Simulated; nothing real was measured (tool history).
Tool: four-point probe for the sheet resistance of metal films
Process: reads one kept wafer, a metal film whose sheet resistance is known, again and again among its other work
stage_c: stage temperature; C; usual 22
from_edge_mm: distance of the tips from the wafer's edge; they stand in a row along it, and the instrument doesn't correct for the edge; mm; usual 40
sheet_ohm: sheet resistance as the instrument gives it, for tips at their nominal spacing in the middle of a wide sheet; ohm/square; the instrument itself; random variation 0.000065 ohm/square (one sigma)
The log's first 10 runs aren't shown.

Run 11, hour 115.3: usual settings but stage_c 19 C, from_edge_mm 49 mm. Result: sheet_ohm 0.323312 ohm/square.
Run 12, hour 128.4: usual settings but stage_c 19 C, from_edge_mm 49 mm. Result: sheet_ohm 0.323340 ohm/square.
Run 13, hour 141.5: usual settings but stage_c 19 C, from_edge_mm 8 mm. Result: sheet_ohm 0.324513 ohm/square.
Run 14, hour 157.6: usual settings but stage_c 19 C, from_edge_mm 8 mm. Result: sheet_ohm 0.324264 ohm/square.
Run 15, hour 174.8: usual settings. Result: sheet_ohm 0.323631 ohm/square.
Run 16, hour 192.2: usual settings but from_edge_mm 4 mm. Result: sheet_ohm 0.328061 ohm/square.
Run 17, hour 203.6: usual settings but from_edge_mm 4 mm. Result: sheet_ohm 0.328018 ohm/square.
Run 18, hour 216.2: usual settings but from_edge_mm 4 mm. Result: sheet_ohm 0.328019 ohm/square.
Run 19, hour 234.1: usual settings but stage_c 31 C, from_edge_mm 27 mm. Result: sheet_ohm 0.324734 ohm/square.
Run 20, hour 250.6: usual settings but stage_c 31 C, from_edge_mm 27 mm. Result: sheet_ohm 0.324779 ohm/square.
Run 21, hour 263.7: usual settings but stage_c 24 C, from_edge_mm 27 mm. Result: sheet_ohm 0.323823 ohm/square.
At hour 265.4: stage's thermometer calibrated.
Run 22, hour 280.8: usual settings but stage_c 24 C, from_edge_mm 27 mm. Result: sheet_ohm 0.323737 ohm/square.
Run 23, hour 289.0: usual settings but stage_c 27 C, from_edge_mm 7 mm. Result: sheet_ohm 0.325391 ohm/square.
Run 24, hour 303.9: usual settings but stage_c 27 C, from_edge_mm 7 mm. Result: sheet_ohm 0.325360 ohm/square.
Run 25, hour 311.6: usual settings but stage_c 25 C, from_edge_mm 3 mm. Result: sheet_ohm 0.331431 ohm/square.
Run 26, hour 324.1: usual settings but stage_c 25 C, from_edge_mm 3 mm. Result: sheet_ohm 0.331408 ohm/square.
At hour 329.8: stage's thermometer calibrated, once more.
Run 27, hour 337.8: usual settings but stage_c 19 C, from_edge_mm 64 mm. Result: sheet_ohm 0.323453 ohm/square.
Run 28, hour 351.9: usual settings but stage_c 25 C, from_edge_mm 12 mm. Result: sheet_ohm 0.324654 ohm/square.
Run 29, hour 366.1: usual settings but stage_c 25 C, from_edge_mm 7 mm. Result: sheet_ohm 0.325474 ohm/square.
Run 30, hour 383.0: usual settings but stage_c 19 C, from_edge_mm 5 mm. Result: sheet_ohm 0.326324 ohm/square.
Run 31, hour 400.5: usual settings but stage_c 19 C, from_edge_mm 5 mm. Result: sheet_ohm 0.326319 ohm/square.
Run 32, hour 409.9: usual settings but stage_c 19 C, from_edge_mm 5 mm. Result: sheet_ohm 0.326238 ohm/square.
Run 33, hour 421.4: usual settings but stage_c 19 C, from_edge_mm 5 mm. Result: sheet_ohm 0.326279 ohm/square.
Run 34, hour 432.5: usual settings but stage_c 26 C, from_edge_mm 14 mm. Result: sheet_ohm 0.324560 ohm/square.
Run 35, hour 449.3: usual settings but stage_c 30 C, from_edge_mm 56 mm. Result: sheet_ohm 0.324673 ohm/square.

3 ways to go on from here, each from the tool as it stands after run 35. What would each give?
Run A, hour 465.5: usual settings but stage_c 24 C, from_edge_mm 18 mm. Result: sheet_ohm ?.
Run B, hour 465.5: usual settings but stage_c 21 C, from_edge_mm 42 mm. Result: sheet_ohm ?.
Run C, hour 465.5: usual settings but stage_c 29 C, from_edge_mm 31 mm. Result: sheet_ohm ?.

run  sheet_ohm
  A   0.324233
  B   0.323648
  C   0.324643
Without the tool's hidden state the same runs would have given:
run  sheet_ohm
  A   0.324725
  B   0.324140
  C   0.325136

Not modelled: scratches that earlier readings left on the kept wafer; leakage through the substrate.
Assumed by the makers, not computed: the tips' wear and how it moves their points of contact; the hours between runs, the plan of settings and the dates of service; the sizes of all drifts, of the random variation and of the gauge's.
